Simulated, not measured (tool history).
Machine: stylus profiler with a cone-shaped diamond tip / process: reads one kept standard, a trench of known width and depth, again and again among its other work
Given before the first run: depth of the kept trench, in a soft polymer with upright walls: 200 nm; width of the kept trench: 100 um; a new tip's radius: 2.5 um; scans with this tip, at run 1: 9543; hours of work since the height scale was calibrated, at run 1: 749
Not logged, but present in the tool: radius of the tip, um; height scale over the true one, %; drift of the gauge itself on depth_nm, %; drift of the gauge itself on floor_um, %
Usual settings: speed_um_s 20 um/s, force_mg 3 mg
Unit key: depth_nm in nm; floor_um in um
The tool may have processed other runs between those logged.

| run | hour | speed_um_s | force_mg | scans with this tip | hours of work since the height scale was calibrated | depth_nm | floor_um |
|---|---|---|---|---|---|---|---|
| 1 | 0 | 20 | 3 | 9543 | 749 | 202.83 | 97.66 |
| 2 | 29.3 | 20 | 3 | 9794 | 769 | 202.62 | 97.59 |
| 3 | 45.7 | 9 | 3 | 9933 | 780 | 202.67 | 97.68 |
| 4 | 67.3 | 9 | 3 | 10117 | 795 | 202.79 | 97.65 |
| 5 | 87.5 | 9 | 3 | 10290 | 808 | 202.57 | 97.68 |
| 6 | 117.2 | 6 | 3 | 10543 | 828 | 202.67 | 97.66 |
| 7 | 137.4 | 6 | 4.58 | 10715 | 841 | 203.87 | 97.65 |
| 8 | 157.1 | 20 | 5.17 | 10883 | 855 | 204.15 | 97.68 |
| 9 | 173.9 | 20 | 5.17 | 11026 | 866 | 204.23 | 97.67 |
| 10 | 189.7 | 20 | 5.17 | 11161 | 876 | 204.07 | 97.61 |
| 11 | 206.6 | 18 | 3 | 11305 | 888 | 202.56 | 97.6 |
| 12 | 221.2 | 18 | 3 | 11429 | 898 | 202.56 | 97.54 |
| 13 | 238.6 | 8 | 3 | 11578 | 909 | 202.43 | 97.63 |
| 14 | 252.8 | 22 | 3 | 11699 | 919 | 202.52 | 97.61 |
| 15 | 279.5 | 22 | 3 | 11926 | 937 | 202.52 | 97.62 |
| 16 | 293.8 | 22 | 3 | 12049 | 946 | 202.46 | 97.55 |
| 17 | 314.4 | 20 | 3 | 12225 | 960 | 202.63 | 97.58 |
| 18 | 346 | 20 | 3 | 12494 | 981 | 202.61 | 97.56 |
| 19 | 377.4 | 20 | 3 | 12761 | 1002 | 202.61 | 97.56 |
| 20 | 395.2 | 20 | 3 | 12914 | 1014 | 202.35 | 97.57 |
| 21 | 420.5 | 20 | 6.44 | 13130 | 1031 | 204.79 | 97.52 |
| 22 | 440.7 | 5 | 6.44 | 13302 | 1045 | 204.93 | 97.57 |
| 23 | 468.1 | 20 | 1.42 | 13535 | 1063 | 200.81 | 97.5 |
| 24 | 482.8 | 64 | 1.42 | 13661 | 1073 | 201.14 | 97.39 |
| 25 | 508.9 | 37 | 7.46 | 13883 | 1090 | 205.44 | 97.48 |
| 26 | 541 | 53 | 6.88 | 14157 | 1112 | 204.89 | 97.47 |
| 27 | 557.2 | 30 | 1.06 | 14295 | 1123 | 200.56 | 97.47 |
| 28 | 575.3 | 6 | 1.7 | 14449 | 1135 | 201.17 | 97.52 |
| 29 | 593.3 | 67 | 4.42 | 14602 | 1147 | 203.25 | 97.39 |
| 30 | 611.9 | 67 | 7.64 | 14762 | 1159 | 205.19 | 97.46 |
| 31 | 635 | 45 | 1.93 | 14959 | 1175 | 201.27 | 97.5 |
| 32 | 661.5 | 23 | 8.95 | 15184 | 1192 | 205.95 | 97.51 |
| 33 | 689.9 | 6 | 5.83 | 15426 | 1211 | 204.01 | 97.54 |
| 34 | 710.7 | 15 | 8.87 | 15604 | 1225 | 205.98 | 97.47 |
| 35 | 729.6 | 49 | 6.9 | 15766 | 1238 | 204.72 | 97.48 |
| 36 | 754.8 | 10 | 1.3 | 15980 | 1255 | 200.74 | 97.47 |
| 37 | 773.2 | 15 | 2.53 | 16137 | 1267 | 201.76 | 97.45 |
| 38 | 798.6 | 63 | 2.5 | 16353 | 1284 | 201.76 | 97.33 |
| 39 | 813.9 | 60 | 3.45 | 16485 | 1295 | 202.33 | 97.37 |
| 40 | 827.3 | 20 | 4.47 | 16598 | 1304 | 203.24 | 97.47 |
| 41 | 849.1 | 8 | 1.07 | 16784 | 1318 | 200.38 | 97.47 |
| 42 | 874.1 | 8 | 1.07 | 16997 | 1335 | 200.52 | 97.45 |
| 43 | 897.7 | 8 | 3 | 17199 | 1351 | 202.23 | 97.42 |
| 44 | 928 | 8 | 2.94 | 17457 | 1371 | 202.19 | 97.49 |
| 45 | 944.8 | 34 | 2.07 | 17600 | 1382 | 201.23 | 97.35 |
| 46 | 972.6 | 16 | 3.25 | 17837 | 1401 | 202.33 | 97.44 |

Same runs, no hidden state in the tool, same run-to-run variation:
| run | depth_nm | floor_um |
|---|---|---|
| 1 | 203.55 | 98 |
| 2 | 203.37 | 97.94 |
| 3 | 203.43 | 98.04 |
| 4 | 203.57 | 98.01 |
| 5 | 203.36 | 98.04 |
| 6 | 203.48 | 98.03 |
| 7 | 204.7 | 98.03 |
| 8 | 205 | 98.07 |
| 9 | 205.08 | 98.06 |
| 10 | 204.94 | 98 |
| 11 | 203.44 | 98 |
| 12 | 203.45 | 97.94 |
| 13 | 203.33 | 98.04 |
| 14 | 203.43 | 98.02 |
| 15 | 203.45 | 98.04 |
| 16 | 203.4 | 97.97 |
| 17 | 203.59 | 98 |
| 18 | 203.59 | 97.99 |
| 19 | 203.6 | 98 |
| 20 | 203.36 | 98.01 |
| 21 | 205.83 | 97.98 |
| 22 | 205.99 | 98.03 |
| 23 | 201.87 | 97.97 |
| 24 | 202.21 | 97.86 |
| 25 | 206.55 | 97.96 |
| 26 | 206.02 | 97.96 |
| 27 | 201.68 | 97.96 |
| 28 | 202.3 | 98.02 |
| 29 | 204.41 | 97.89 |
| 30 | 206.37 | 97.97 |
| 31 | 202.45 | 98 |
| 32 | 207.17 | 98.02 |
| 33 | 205.25 | 98.06 |
| 34 | 207.23 | 97.99 |
| 35 | 205.99 | 98.01 |
| 36 | 202 | 98.01 |
| 37 | 203.04 | 98 |
| 38 | 203.06 | 97.88 |
| 39 | 203.64 | 97.93 |
| 40 | 204.57 | 98.02 |
| 41 | 201.7 | 98.03 |
| 42 | 201.86 | 98.02 |
| 43 | 203.59 | 98 |
| 44 | 203.58 | 98.07 |
| 45 | 202.63 | 97.93 |
| 46 | 203.76 | 98.03 |
